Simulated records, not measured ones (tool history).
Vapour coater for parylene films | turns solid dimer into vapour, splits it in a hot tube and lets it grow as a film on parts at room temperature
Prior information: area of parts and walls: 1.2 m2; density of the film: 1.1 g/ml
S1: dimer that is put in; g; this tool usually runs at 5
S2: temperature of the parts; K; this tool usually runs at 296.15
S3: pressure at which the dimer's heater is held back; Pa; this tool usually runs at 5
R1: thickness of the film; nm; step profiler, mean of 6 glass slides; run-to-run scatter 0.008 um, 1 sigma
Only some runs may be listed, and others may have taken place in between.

{"run": 1, "hour": 0.0, "S1": 5, "S2": 296.15, "S3": 5, "R1": 2766}
{"run": 2, "hour": 23.2, "S1": 5, "S2": 295.15, "S3": 5, "R1": 2835}
{"run": 3, "hour": 48.9, "S1": 5, "S2": 296.15, "S3": 5, "R1": 2760}
{"run": 4, "hour": 68.6, "S1": 5, "S2": 296.15, "S3": 5, "R1": 2755}
{"run": 5, "hour": 85.5, "S1": 5, "S2": 296.15, "S3": 3.28, "R1": 2830}
{"run": 6, "hour": 112.1, "S1": 5, "S2": 296.15, "S3": 2.25, "R1": 2895}
{"run": 7, "hour": 131.9, "S1": 5, "S2": 296.15, "S3": 2.25, "R1": 2897}
{"run": 8, "hour": 155.5, "S1": 7, "S2": 296.15, "S3": 4.05, "R1": 3880}
{"run": 9, "hour": 191.0, "S1": 7, "S2": 296.15, "S3": 4.05, "R1": 3847}
{"hour": 194.9, "done": "table's thermometer calibrated"}
{"run": 10, "hour": 218.6, "S1": 7, "S2": 307.15, "S3": 4.6, "R1": 2948}
{"run": 11, "hour": 237.0, "S1": 4, "S2": 302.15, "S3": 8.51, "R1": 1801}
{"run": 12, "hour": 255.7, "S1": 4, "S2": 299.15, "S3": 3.75, "R1": 2058}
{"run": 13, "hour": 282.0, "S1": 8, "S2": 302.15, "S3": 3.24, "R1": 3868}
{"run": 14, "hour": 311.6, "S1": 8, "S2": 302.15, "S3": 3.24, "R1": 3827}

Forecast each of these 4 alternatives for the next run:
{"run": "A", "hour": 331.7, "S1": 3, "S2": 303.15, "S3": 8.49, "R1": "?"}
{"run": "B", "hour": 331.7, "S1": 9, "S2": 302.15, "S3": 8.87, "R1": "?"}
{"run": "C", "hour": 331.7, "S1": 4, "S2": 297.15, "S3": 5, "R1": "?"}
{"run": "D", "hour": 331.7, "S1": 8, "S2": 302.15, "S3": 4.37, "R1": "?"}

run=A R1=1314
run=B R1=4019
run=C R1=2108
run=D R1=3770
Without the tool's hidden state the same runs would have given:
run=A R1=1354
run=B R1=4142
run=C R1=2172
run=D R1=3886
